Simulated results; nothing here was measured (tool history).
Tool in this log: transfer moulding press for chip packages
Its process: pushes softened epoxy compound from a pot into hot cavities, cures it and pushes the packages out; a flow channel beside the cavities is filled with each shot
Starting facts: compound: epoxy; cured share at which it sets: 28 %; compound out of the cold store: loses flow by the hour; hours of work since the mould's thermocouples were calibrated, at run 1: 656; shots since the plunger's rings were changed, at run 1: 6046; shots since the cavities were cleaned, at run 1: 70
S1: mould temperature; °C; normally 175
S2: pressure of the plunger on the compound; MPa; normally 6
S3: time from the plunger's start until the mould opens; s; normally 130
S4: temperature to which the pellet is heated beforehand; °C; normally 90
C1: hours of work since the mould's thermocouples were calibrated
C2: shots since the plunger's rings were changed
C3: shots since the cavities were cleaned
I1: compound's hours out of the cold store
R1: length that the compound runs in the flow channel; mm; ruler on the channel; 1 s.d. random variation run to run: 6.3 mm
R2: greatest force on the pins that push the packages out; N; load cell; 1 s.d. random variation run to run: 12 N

{"run": 1, "hour": 0.0, "S1": 175, "S2": 6, "S3": 130, "S4": 90, "C1": 656, "C2": 6046, "C3": 70, "I1": 23.7, "R1": 745, "R2": 597}
{"run": 2, "hour": 25.9, "S1": 175, "S2": 6, "S3": 130, "S4": 90, "C1": 667, "C2": 6201, "C3": 225, "I1": 47.7, "R1": 679, "R2": 571}
{"hour": 47.2, "done": "plunger's sealing rings changed"}
{"run": 3, "hour": 48.0, "S1": 175, "S2": 6, "S3": 130, "S4": 90, "C1": 675, "C2": 4, "C3": 343, "I1": 16.8, "R1": 776, "R2": 613}
{"hour": 68.3, "done": "mould's thermocouples calibrated"}
{"run": 4, "hour": 83.3, "S1": 175, "S2": 6, "S3": 130, "S4": 90, "C1": 6, "C2": 204, "C3": 543, "I1": 25.6, "R1": 741, "R2": 613}
{"run": 5, "hour": 122.7, "S1": 175, "S2": 6, "S3": 130, "S4": 90, "C1": 23, "C2": 440, "C3": 779, "I1": 13.8, "R1": 783, "R2": 612}
{"run": 6, "hour": 159.9, "S1": 175, "S2": 6, "S3": 130, "S4": 90, "C1": 39, "C2": 664, "C3": 1003, "I1": 26.2, "R1": 739, "R2": 618}
{"hour": 177.1, "done": "cavities cleaned with cleaning compound and waxed"}
{"run": 7, "hour": 181.0, "S1": 175, "S2": 6, "S3": 130, "S4": 90, "C1": 47, "C2": 782, "C3": 24, "I1": 37.6, "R1": 697, "R2": 587}
{"run": 8, "hour": 222.8, "S1": 175, "S2": 6, "S3": 130, "S4": 90, "C1": 65, "C2": 1032, "C3": 274, "I1": 16.9, "R1": 767, "R2": 618}
{"run": 9, "hour": 246.5, "S1": 175, "S2": 6, "S3": 130, "S4": 90, "C1": 75, "C2": 1174, "C3": 416, "I1": 43.3, "R1": 699, "R2": 597}
{"run": 10, "hour": 280.2, "S1": 175, "S2": 6, "S3": 130, "S4": 90, "C1": 89, "C2": 1376, "C3": 618, "I1": 10.1, "R1": 792, "R2": 623}
{"run": 11, "hour": 307.4, "S1": 175, "S2": 6, "S3": 130, "S4": 90, "C1": 101, "C2": 1540, "C3": 782, "I1": 26, "R1": 730, "R2": 589}
{"run": 12, "hour": 331.3, "S1": 175, "S2": 6, "S3": 130, "S4": 90, "C1": 111, "C2": 1683, "C3": 925, "I1": 39.7, "R1": 692, "R2": 601}
{"hour": 363.3, "done": "cavities cleaned with cleaning compound and waxed"}
{"run": 13, "hour": 371.7, "S1": 175, "S2": 6, "S3": 130, "S4": 90, "C1": 128, "C2": 1916, "C3": 50, "I1": 33.2, "R1": 722, "R2": 583}
{"run": 14, "hour": 412.5, "S1": 174, "S2": 6, "S3": 130, "S4": 87, "C1": 145, "C2": 2161, "C3": 295, "I1": 27.1, "R1": 745, "R2": 631}
{"run": 15, "hour": 456.4, "S1": 174, "S2": 6, "S3": 130, "S4": 92, "C1": 164, "C2": 2424, "C3": 558, "I1": 42.9, "R1": 691, "R2": 605}
{"run": 16, "hour": 489.5, "S1": 169, "S2": 5.7, "S3": 133, "S4": 98, "C1": 178, "C2": 2623, "C3": 757, "I1": 12, "R1": 786, "R2": 830}
{"run": 17, "hour": 511.4, "S1": 177, "S2": 6, "S3": 134, "S4": 92, "C1": 187, "C2": 2754, "C3": 888, "I1": 10.6, "R1": 780, "R2": 539}
{"hour": 546.9, "done": "cavities cleaned with cleaning compound and waxed"}
{"run": 18, "hour": 551.9, "S1": 177, "S2": 5.28, "S3": 134, "S4": 92, "C1": 203, "C2": 2989, "C3": 30, "I1": 37.5, "R1": 655, "R2": 526}
{"run": 19, "hour": 586.8, "S1": 177, "S2": 5.28, "S3": 134, "S4": 92, "C1": 218, "C2": 3198, "C3": 239, "I1": 11.5, "R1": 723, "R2": 533}
{"run": 20, "hour": 634.3, "S1": 175, "S2": 5.66, "S3": 130, "S4": 96, "C1": 238, "C2": 3483, "C3": 524, "I1": 33, "R1": 694, "R2": 588}
{"run": 21, "hour": 668.2, "S1": 175, "S2": 6.39, "S3": 156, "S4": 99, "C1": 253, "C2": 3686, "C3": 727, "I1": 22, "R1": 776, "R2": 467}
{"run": 22, "hour": 701.5, "S1": 178, "S2": 6.39, "S3": 156, "S4": 99, "C1": 267, "C2": 3886, "C3": 927, "I1": 35.5, "R1": 728, "R2": 452}
{"run": 23, "hour": 725.5, "S1": 178, "S2": 6.39, "S3": 156, "S4": 99, "C1": 277, "C2": 4030, "C3": 1071, "I1": 34.4, "R1": 735, "R2": 446}
{"hour": 730.8, "done": "cavities cleaned with cleaning compound and waxed"}
{"run": 24, "hour": 758.7, "S1": 178, "S2": 6.39, "S3": 156, "S4": 99, "C1": 291, "C2": 4220, "C3": 167, "I1": 43.8, "R1": 714, "R2": 455}
{"run": 25, "hour": 779.7, "S1": 178, "S2": 6.39, "S3": 156, "S4": 99, "C1": 300, "C2": 4346, "C3": 293, "I1": 34.5, "R1": 733, "R2": 447}
{"run": 26, "hour": 821.6, "S1": 180, "S2": 4.81, "S3": 138, "S4": 92, "C1": 317, "C2": 4598, "C3": 545, "I1": 24.5, "R1": 665, "R2": 480}

Entry by entry between the runs, the difference in hidden state between the last listed run before and the first listed run after:
After run 2, before run 3: plunger's sealing rings changed (hour 47.2)
  pressure that reaches the compound, % of what is set: 99.63 -> 100; grip of the stained cavities, % over clean ones': 0.6 -> 0.8
After run 3, before run 4: mould's thermocouples calibrated (hour 68.3)
  true mould temperature over the reading, C: 0.01 -> 0; pressure that reaches the compound, % of what is set: 100 -> 99.98; grip of the stained cavities, % over clean ones': 0.8 -> 1
After run 6, before run 7: cavities cleaned with cleaning compound and waxed (hour 177.1)
  pressure that reaches the compound, % of what is set: 99.96 -> 99.95; grip of the stained cavities, % over clean ones': 1.3 -> 0.1
After run 12, before run 13: cavities cleaned with cleaning compound and waxed (hour 363.3)
  pressure that reaches the compound, % of what is set: 99.9 -> 99.89; grip of the stained cavities, % over clean ones': 1.3 -> 0.2
After run 17, before run 18: cavities cleaned with cleaning compound and waxed (hour 546.9)
  pressure that reaches the compound, % of what is set: 99.84 -> 99.82; grip of the stained cavities, % over clean ones': 1.3 -> 0.2
After run 23, before run 24: cavities cleaned with cleaning compound and waxed (hour 730.8)
  pressure that reaches the compound, % of what is set: 99.76 -> 99.75; grip of the stained cavities, % over clean ones': 1.4 -> 0.4
